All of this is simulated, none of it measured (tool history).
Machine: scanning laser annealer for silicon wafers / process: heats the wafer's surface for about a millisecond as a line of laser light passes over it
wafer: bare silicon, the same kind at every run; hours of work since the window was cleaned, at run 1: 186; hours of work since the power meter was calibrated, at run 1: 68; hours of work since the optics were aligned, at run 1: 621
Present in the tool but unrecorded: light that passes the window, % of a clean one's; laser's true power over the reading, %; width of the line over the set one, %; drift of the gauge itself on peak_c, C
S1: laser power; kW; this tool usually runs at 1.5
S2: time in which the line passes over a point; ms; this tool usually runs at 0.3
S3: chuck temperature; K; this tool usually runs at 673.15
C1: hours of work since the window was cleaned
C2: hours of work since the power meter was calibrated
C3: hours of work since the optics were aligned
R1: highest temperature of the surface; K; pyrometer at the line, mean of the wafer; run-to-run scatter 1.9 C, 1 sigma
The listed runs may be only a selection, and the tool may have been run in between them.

run 1 day=0 | S1=1.5 S2=0.3 S3=673.15 | C1=186 C2=68 C3=621 | R1=1383.15
run 2 day=0.675 | S1=1.5 S2=0.3 S3=667.15 | C1=194 C2=76 C3=629 | R1=1379.15
run 3 day=1.038 | S1=1.5 S2=0.3 S3=667.15 | C1=198 C2=80 C3=633 | R1=1377.15
run 4 day=1.4 | S1=1.5 S2=0.3 S3=691.15 | C1=202 C2=84 C3=638 | R1=1400.15
run 5 day=2.196 | S1=1.5 S2=0.3 S3=673.15 | C1=211 C2=94 C3=647 | R1=1383.15
run 6 day=2.679 | S1=1.5 S2=0.3 S3=673.15 | C1=217 C2=99 C3=652 | R1=1383.15
run 7 day=3.358 | S1=1.5 S2=0.3 S3=673.15 | C1=225 C2=107 C3=660 | R1=1383.15
run 8 day=3.912 | S1=1.5 S2=0.238 S3=673.15 | C1=231 C2=113 C3=666 | R1=1302.15
run 9 day=4.488 | S1=1.5 S2=0.238 S3=673.15 | C1=238 C2=120 C3=673 | R1=1305.15
run 10 day=5.333 | S1=1.5 S2=0.238 S3=673.15 | C1=247 C2=130 C3=683 | R1=1304.15
run 11 day=5.679 | S1=1.561 S2=0.238 S3=673.15 | C1=251 C2=134 C3=687 | R1=1336.15
run 12 day=6.288 | S1=1.561 S2=0.238 S3=673.15 | C1=258 C2=140 C3=694 | R1=1333.15
run 13 day=6.683 | S1=1.5 S2=0.3 S3=673.15 | C1=263 C2=145 C3=698 | R1=1383.15
run 14 day=7.104 | S1=1.5 S2=0.3 S3=673.15 | C1=268 C2=150 C3=703 | R1=1382.15
run 15 day=7.725 | S1=1.5 S2=0.3 S3=673.15 | C1=275 C2=157 C3=710 | R1=1382.15
run 16 day=8.421 | S1=1.5 S2=0.3 S3=673.15 | C1=283 C2=165 C3=718 | R1=1382.15
run 17 day=9.058 | S1=1.5 S2=0.3 S3=673.15 | C1=290 C2=172 C3=725 | R1=1382.15
run 18 day=9.879 | S1=1.5 S2=0.3 S3=673.15 | C1=299 C2=182 C3=735 | R1=1384.15
run 19 day=10.554 | S1=1.5 S2=0.318 S3=673.15 | C1=307 C2=189 C3=742 | R1=1405.15
run 20 day=11.033 | S1=1.5 S2=0.318 S3=673.15 | C1=313 C2=195 C3=748 | R1=1404.15
run 21 day=11.592 | S1=1.5 S2=0.3 S3=673.15 | C1=319 C2=201 C3=754 | R1=1381.15
run 22 day=12.258 | S1=1.322 S2=0.218 S3=650.15 | C1=327 C2=209 C3=762 | R1=1160.15
run 23 day=13.088 | S1=1.5 S2=0.328 S3=708.15 | C1=336 C2=218 C3=772 | R1=1450.15
-- day=13.625 window over the wafer cleaned
run 24 day=13.771 | S1=1.5 S2=0.328 S3=708.15 | C1=2 C2=225 C3=778 | R1=1450.15
run 25 day=14.388 | S1=1.292 S2=0.3 S3=662.15 | C1=9 C2=232 C3=785 | R1=1243.15
run 26 day=15.167 | S1=1.5 S2=0.356 S3=673.15 | C1=18 C2=241 C3=794 | R1=1449.15
run 27 day=15.567 | S1=1.5 S2=0.356 S3=673.15 | C1=22 C2=246 C3=799 | R1=1448.15
run 28 day=16.042 | S1=1.5 S2=0.356 S3=673.15 | C1=28 C2=251 C3=804 | R1=1448.15
run 29 day=16.825 | S1=1.5 S2=0.273 S3=663.15 | C1=37 C2=260 C3=813 | R1=1338.15
run 30 day=17.2 | S1=1.5 S2=0.335 S3=692.15 | C1=41 C2=265 C3=818 | R1=1441.15
run 31 day=17.854 | S1=1.469 S2=0.3 S3=673.15 | C1=48 C2=272 C3=825 | R1=1364.15
run 32 day=18.496 | S1=1.469 S2=0.3 S3=673.15 | C1=56 C2=279 C3=833 | R1=1361.15
run 33 day=19.046 | S1=1.46 S2=0.369 S3=678.15 | C1=62 C2=286 C3=839 | R1=1437.15
run 34 day=19.596 | S1=1.489 S2=0.379 S3=643.15 | C1=68 C2=292 C3=845 | R1=1434.15
run 35 day=20.404 | S1=1.371 S2=0.313 S3=684.15 | C1=78 C2=301 C3=854 | R1=1326.15
run 36 day=20.925 | S1=1.406 S2=0.313 S3=706.15 | C1=84 C2=307 C3=860 | R1=1371.15
run 37 day=21.446 | S1=1.392 S2=0.287 S3=673.15 | C1=90 C2=313 C3=866 | R1=1304.15
run 38 day=21.825 | S1=1.586 S2=0.332 S3=676.15 | C1=94 C2=318 C3=871 | R1=1478.15
run 39 day=22.25 | S1=1.586 S2=0.332 S3=676.15 | C1=99 C2=323 C3=876 | R1=1480.15
run 40 day=22.8 | S1=1.586 S2=0.332 S3=676.15 | C1=105 C2=329 C3=882 | R1=1480.15
run 41 day=23.604 | S1=1.478 S2=0.265 S3=676.15 | C1=114 C2=338 C3=891 | R1=1327.15
run 42 day=24.421 | S1=1.478 S2=0.265 S3=676.15 | C1=124 C2=347 C3=900 | R1=1329.15

Consider 3 possible next runs. They are alternatives, not a sequence: every one starts from the tool as it was left by run 42. What does each give?
run A day=24.992 | S1=1.604 S2=0.219 S3=673.15 | C1=130 C2=354 C3=907 | R1=?
run B day=24.992 | S1=1.415 S2=0.247 S3=676.15 | C1=130 C2=354 C3=907 | R1=?
run C day=24.992 | S1=1.452 S2=0.3 S3=673.15 | C1=130 C2=354 C3=907 | R1=?

run=A R1=1331.15
run=B R1=1274.15
run=C R1=1354.15
With the hidden condition removed and each run's random variation left untouched, the same runs would have given:
run=A R1=1332.15
run=B R1=1274.15
run=C R1=1355.15
